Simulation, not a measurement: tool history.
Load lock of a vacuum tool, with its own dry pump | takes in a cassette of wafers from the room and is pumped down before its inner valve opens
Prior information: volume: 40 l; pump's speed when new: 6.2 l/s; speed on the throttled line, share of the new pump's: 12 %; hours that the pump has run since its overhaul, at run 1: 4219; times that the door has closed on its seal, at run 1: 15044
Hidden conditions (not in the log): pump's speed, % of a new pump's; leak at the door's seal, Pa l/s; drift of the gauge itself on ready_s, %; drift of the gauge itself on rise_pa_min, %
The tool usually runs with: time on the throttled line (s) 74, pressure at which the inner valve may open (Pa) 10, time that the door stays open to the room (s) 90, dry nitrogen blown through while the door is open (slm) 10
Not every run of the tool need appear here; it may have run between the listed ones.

| run | hour | time on the throttled line (s) | pressure at which the inner valve may open (Pa) | time that the door stays open to the room (s) | dry nitrogen blown through while the door is open (slm) | hours that the pump has run since its overhaul | times that the door has closed on its seal | incoming humidity of the room's air, % | time from the closed door until the inner valve may open (s) | rise of the pressure with all valves shut (Pa/min) |
|---|---|---|---|---|---|---|---|---|---|---|
| 1 | 0 | 74 | 10 | 90 | 10 | 4219 | 15044 | 46 | 128.7 | 0.185 |
| 2 | 90.2 | 74 | 10 | 90 | 10 | 4309 | 15434 | 46.5 | 128.5 | 0.182 |
| 3 | 187.8 | 74 | 10 | 90 | 10 | 4407 | 15856 | 45.1 | 128.7 | 0.192 |
| 4 | 262.1 | 74 | 10 | 90 | 10 | 4481 | 16177 | 42.6 | 128.3 | 0.194 |
| 5 | 329.8 | 74 | 7 | 90 | 10 | 4549 | 16470 | 41.4 | 130.8 | 0.204 |
| 6 | 419.8 | 74 | 7 | 90 | 10 | 4639 | 16858 | 44.5 | 130.5 | 0.206 |
| 7 | 466.4 | 74 | 7 | 90 | 10 | 4685 | 17060 | 44.1 | 130.9 | 0.207 |
| 8 | 534.4 | 74 | 7 | 90 | 10 | 4753 | 17354 | 43.6 | 129.3 | 0.211 |
| 9 | 632.2 | 74 | 7 | 90 | 10 | 4851 | 17776 | 42.8 | 130.8 | 0.212 |
| 10 | 733.2 | 74 | 10 | 90 | 10 | 4952 | 18213 | 42.5 | 128.7 | 0.226 |
| 11 | 788.1 | 74 | 10 | 90 | 10 | 5007 | 18450 | 43.4 | 128.5 | 0.227 |
| 12 | 847.3 | 74 | 10 | 90 | 17 | 5066 | 18706 | 45.7 | 129.6 | 0.227 |
| 13 | 937.4 | 74 | 10 | 90 | 17 | 5156 | 19095 | 47.1 | 128.4 | 0.237 |
| 14 | 1023.9 | 74 | 10 | 90 | 10 | 5243 | 19469 | 46.6 | 130.3 | 0.246 |
| 15 | 1116.7 | 74 | 10 | 90 | 10 | 5336 | 19870 | 44.8 | 129.6 | 0.252 |
| 16 | 1208.3 | 74 | 13 | 90 | 10 | 5427 | 20266 | 41.2 | 128.6 | 0.255 |
| 17 | 1283.2 | 42 | 10 | 90 | 10 | 5502 | 20589 | 41.1 | 101 | 0.264 |
| 18 | 1338.5 | 42 | 10 | 90 | 10 | 5558 | 20828 | 39.5 | 102 | 0.266 |
| 19 | 1403.8 | 86 | 10 | 61 | 10 | 5623 | 21110 | 49.4 | 139.9 | 0.263 |
| 20 | 1448.1 | 106 | 16 | 27 | 4 | 5667 | 21302 | 45.9 | 154.6 | 0.264 |
| 21 | 1549.9 | 106 | 16 | 57 | 29 | 5769 | 21742 | 45.5 | 154 | 0.272 |
| 22 | 1622.2 | 50 | 19 | 90 | 22 | 5841 | 22054 | 45.9 | 103.4 | 0.287 |
| 23 | 1702.5 | 50 | 19 | 90 | 22 | 5922 | 22401 | 42.4 | 103.4 | 0.284 |
| 24 | 1808.2 | 74 | 14 | 104 | 10 | 6027 | 22858 | 44.9 | 127.4 | 0.306 |
| 25 | 1891.1 | 60 | 14 | 67 | 10 | 6110 | 23216 | 46.8 | 113.7 | 0.303 |
| 26 | 1991.9 | 123 | 14 | 67 | 11 | 6211 | 23652 | 46.2 | 169.7 | 0.311 |
| 27 | 2039.1 | 62 | 11 | 90 | 22 | 6258 | 23856 | 45.6 | 119.3 | 0.314 |
| 28 | 2139.2 | 74 | 17 | 90 | 10 | 6358 | 24288 | 47 | 126.6 | 0.33 |
| 29 | 2185.2 | 74 | 10 | 203 | 11 | 6404 | 24487 | 43.3 | 132.4 | 0.355 |
| 30 | 2240.5 | 146 | 10 | 90 | 5 | 6460 | 24726 | 47.5 | 192.2 | 0.343 |
| 31 | 2287 | 44 | 10 | 29 | 10 | 6506 | 24927 | 46.6 | 103.9 | 0.319 |
| 32 | 2341.6 | 74 | 10 | 38 | 36 | 6561 | 25163 | 47.1 | 129.8 | 0.313 |
| 33 | 2400.8 | 74 | 10 | 90 | 28 | 6620 | 25418 | 47.7 | 130 | 0.331 |
| 34 | 2483.2 | 74 | 13 | 90 | 45 | 6702 | 25775 | 45.1 | 129.6 | 0.334 |
| 35 | 2558.5 | 74 | 10 | 90 | 4 | 6778 | 26100 | 43 | 131 | 0.366 |
| 36 | 2617.7 | 74 | 10 | 110 | 4 | 6837 | 26356 | 45.3 | 130.4 | 0.39 |

What would each run have given without the hidden state, its run-to-run variation left as it was?
| run | time from the closed door until the inner valve may open (s) | rise of the pressure with all valves shut (Pa/min) |
|---|---|---|
| 1 | 125.7 | 0.048 |
| 2 | 125.4 | 0.043 |
| 3 | 125.6 | 0.046 |
| 4 | 125.1 | 0.039 |
| 5 | 127.3 | 0.048 |
| 6 | 126.9 | 0.044 |
| 7 | 127.2 | 0.042 |
| 8 | 125.6 | 0.042 |
| 9 | 127 | 0.039 |
| 10 | 125.1 | 0.043 |
| 11 | 124.9 | 0.043 |
| 12 | 125.9 | 0.041 |
| 13 | 124.7 | 0.042 |
| 14 | 126.4 | 0.046 |
| 15 | 125.7 | 0.046 |
| 16 | 124.7 | 0.045 |
| 17 | 96.5 | 0.045 |
| 18 | 97.4 | 0.04 |
| 19 | 135.9 | 0.039 |
| 20 | 151 | 0.035 |
| 21 | 150.3 | 0.032 |
| 22 | 99 | 0.039 |
| 23 | 99 | 0.03 |
| 24 | 122.9 | 0.048 |
| 25 | 109.2 | 0.038 |
| 26 | 165.6 | 0.04 |
| 27 | 114.5 | 0.037 |
| 28 | 122.1 | 0.049 |
| 29 | 127.3 | 0.068 |
| 30 | 188 | 0.052 |
| 31 | 98.4 | 0.024 |
| 32 | 124.8 | 0.019 |
| 33 | 124.9 | 0.028 |
| 34 | 124.6 | 0.022 |
| 35 | 125.6 | 0.051 |
| 36 | 125 | 0.067 |
